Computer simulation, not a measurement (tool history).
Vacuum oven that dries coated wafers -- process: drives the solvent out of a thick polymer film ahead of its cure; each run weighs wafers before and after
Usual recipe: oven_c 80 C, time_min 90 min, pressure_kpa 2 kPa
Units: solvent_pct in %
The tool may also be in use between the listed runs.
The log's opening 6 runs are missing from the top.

Run 7, hour 194.2: usual settings but oven_c 79 C. Result: solvent_pct 2.97 %.
Run 8, hour 239.4: usual settings but time_min 138 min. Result: solvent_pct 1.66 %.
Run 9, hour 275.5: usual settings but time_min 138 min. Result: solvent_pct 1.75 %.
Run 10, hour 308.5: usual settings. Result: solvent_pct 2.68 %.
Run 11, hour 337.6: usual settings. Result: solvent_pct 2.65 %.
Run 12, hour 384.7: usual settings. Result: solvent_pct 2.61 %.
Run 13, hour 415.4: usual settings. Result: solvent_pct 2.64 %.
At hour 422.4: oven's thermocouples calibrated, once more.
Run 14, hour 457.5: usual settings. Result: solvent_pct 3.12 %.
Run 15, hour 503: usual settings but pressure_kpa 3.25 kPa. Result: solvent_pct 3.81 %.
Run 16, hour 557.1: usual settings but time_min 99 min. Result: solvent_pct 2.69 %.
Run 17, hour 600.2: usual settings but time_min 99 min. Result: solvent_pct 2.77 %.
Run 18, hour 640.7: usual settings but time_min 99 min. Result: solvent_pct 2.76 %.
Run 19, hour 667.8: usual settings but time_min 99 min. Result: solvent_pct 2.72 %.
Run 20, hour 703.5: usual settings but oven_c 90 C, time_min 111 min, pressure_kpa 1.53 kPa. Result: solvent_pct 0.88 %.
Run 21, hour 756.9: usual settings but oven_c 90 C, time_min 111 min, pressure_kpa 1.53 kPa. Result: solvent_pct 0.99 %.
Run 22, hour 807.3: usual settings but oven_c 90 C, time_min 111 min, pressure_kpa 1.53 kPa. Result: solvent_pct 0.94 %.
Run 23, hour 854.1: usual settings but time_min 96 min. Result: solvent_pct 2.82 %.
Run 24, hour 880.5: usual settings but time_min 96 min. Result: solvent_pct 2.91 %.
Run 25, hour 905.9: usual settings but oven_c 86 C, time_min 88 min, pressure_kpa 1.1 kPa. Result: solvent_pct 1.46 %.

Run 26 is up next; what results do you expect?
Run 26, hour 928.1: usual settings but pressure_kpa 1.45 kPa. Result: solvent_pct ?.

solvent_pct: 2.78 %
The same run, on a tool lacking any hidden state, would have yielded solvent_pct 2.66 %.
